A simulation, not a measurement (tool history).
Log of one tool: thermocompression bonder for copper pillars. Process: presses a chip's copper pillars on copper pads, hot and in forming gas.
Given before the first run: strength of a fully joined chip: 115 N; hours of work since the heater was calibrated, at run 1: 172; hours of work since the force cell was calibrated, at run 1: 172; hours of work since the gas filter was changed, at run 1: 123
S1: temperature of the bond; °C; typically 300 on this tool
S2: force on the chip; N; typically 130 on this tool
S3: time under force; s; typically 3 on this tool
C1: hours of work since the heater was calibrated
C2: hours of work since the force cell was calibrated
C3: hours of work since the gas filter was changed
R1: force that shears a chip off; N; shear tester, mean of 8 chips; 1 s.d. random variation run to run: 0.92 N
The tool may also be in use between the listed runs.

run,day,S1,S2,S3,C1,C2,C3,R1
1,0.000,300,130,3,172,172,123,69.5
# day 0.925: forming gas filter changed
2,1.996,300,130,3,193,193,11,74.4
3,3.425,300,130,3,209,209,27,74.3
4,4.688,300,94,3,222,222,40,58.0
5,6.492,299,94,3,241,241,59,54.8
6,8.233,300,130,3,260,260,78,70.4
7,10.046,300,130,3,279,279,97,70.0
8,11.400,300,130,3,294,294,111,68.0
9,13.029,300,130,3,311,311,129,66.3
# day 13.492: forming gas filter changed
10,14.200,300,130,3,323,323,8,74.0
11,15.154,300,130,3,333,333,18,73.0
12,16.800,320,130,3,351,351,35,83.9
13,18.604,320,130,3,370,370,54,81.7
14,20.283,320,130,3,388,388,72,82.2
15,21.846,306,181,5,405,405,89,92.9
16,23.062,310,104,2,417,417,102,55.3
17,24.579,300,130,5,434,434,118,76.4
# day 26.058: forming gas filter changed
18,26.058,300,130,5,449,449,0,85.7
19,27.483,270,107,3,464,464,15,46.5
20,28.383,270,107,3,474,474,25,45.8
21,29.942,270,107,3,490,490,41,45.4
22,31.608,290,141,3,508,508,59,68.3
23,33.375,282,141,3,527,527,78,61.4
24,34.325,284,170,3,537,537,88,71.5

What differs in the tool's unlogged condition from the final listed run ahead of each entry between runs to the first listed run following it?
Runs 1 to 2: forming gas filter changed (day 0.925)
  true temperature of the bond over the reading, C: -1.9 -> -2.2; force that reaches the chip, % of what is set: 101.5 -> 101.6; oxide that the forming gas leaves, % of the face: 11.32 -> 1.57
  what was measured, less what the result would be without the hidden state, R1: -8.8 -> -1.4 N
Runs 9 to 10: forming gas filter changed (day 13.492)
  true temperature of the bond over the reading, C: -3.6 -> -3.8; oxide that the forming gas leaves, % of the face: 11.92 -> 1.35
  what was measured, less what the result would be without the hidden state, R1: -9.8 -> -1.9 N
Runs 17 to 18: forming gas filter changed (day 26.058)
  true temperature of the bond over the reading, C: -5.1 -> -5.3; oxide that the forming gas leaves, % of the face: 10.79 -> 0.54
  what was measured, less what the result would be without the hidden state, R1: -10.7 -> -2.0 N

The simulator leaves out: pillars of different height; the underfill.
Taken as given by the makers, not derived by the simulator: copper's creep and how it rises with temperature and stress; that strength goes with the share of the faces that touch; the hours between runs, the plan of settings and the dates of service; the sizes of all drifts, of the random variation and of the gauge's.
